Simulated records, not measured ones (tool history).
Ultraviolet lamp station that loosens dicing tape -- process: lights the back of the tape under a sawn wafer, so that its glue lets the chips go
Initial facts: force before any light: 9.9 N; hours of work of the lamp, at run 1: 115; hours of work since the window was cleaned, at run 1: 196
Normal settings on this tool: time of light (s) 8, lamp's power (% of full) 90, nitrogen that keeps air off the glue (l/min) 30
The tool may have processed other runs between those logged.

run	hour	time of light (s)	lamp's power (% of full)	nitrogen that keeps air off the glue (l/min)	hours of work of the lamp	hours of work since the window was cleaned	force that peels the tape off (N)	light that reached the tape (mJ/cm2)
1	0.0	8	90	30	115	196	0.145	668
2	34.8	8	90	30	142	223	0.150	668
3	81.9	6	90	30	178	260	0.327	497
4	110.2	6	90	30	200	282	0.336	502
5	164.8	6	90	30	242	324	0.330	491
# hour 173.1: window cleaned of glue's vapour
6	209.9	6	90	30	277	28	0.335	501
7	241.2	6	90	30	301	53	0.334	500
8	294.5	6	90	30	342	94	0.329	499
9	340.4	8	90	30	377	129	0.147	661
10	379.3	8	90	21	407	159	0.197	660
11	419.4	8	90	21	438	190	0.204	662
12	453.7	8	90	21	465	217	0.204	657
13	487.7	10	90	30	491	243	0.094	828
14	521.6	14	87	30	517	269	0.075	1117
15	565.1	8	87	22	551	303	0.216	642

What will run 16 give?
16	592.8	8	90	30	572	324	?	?

Logged for run 16: force that peels the tape off (N) 0.133, light that reached the tape (mJ/cm2) 663.
Had the tool carried no hidden state, the very same run would have given force that peels the tape off (N) 0.132, light that reached the tape (mJ/cm2) 672.
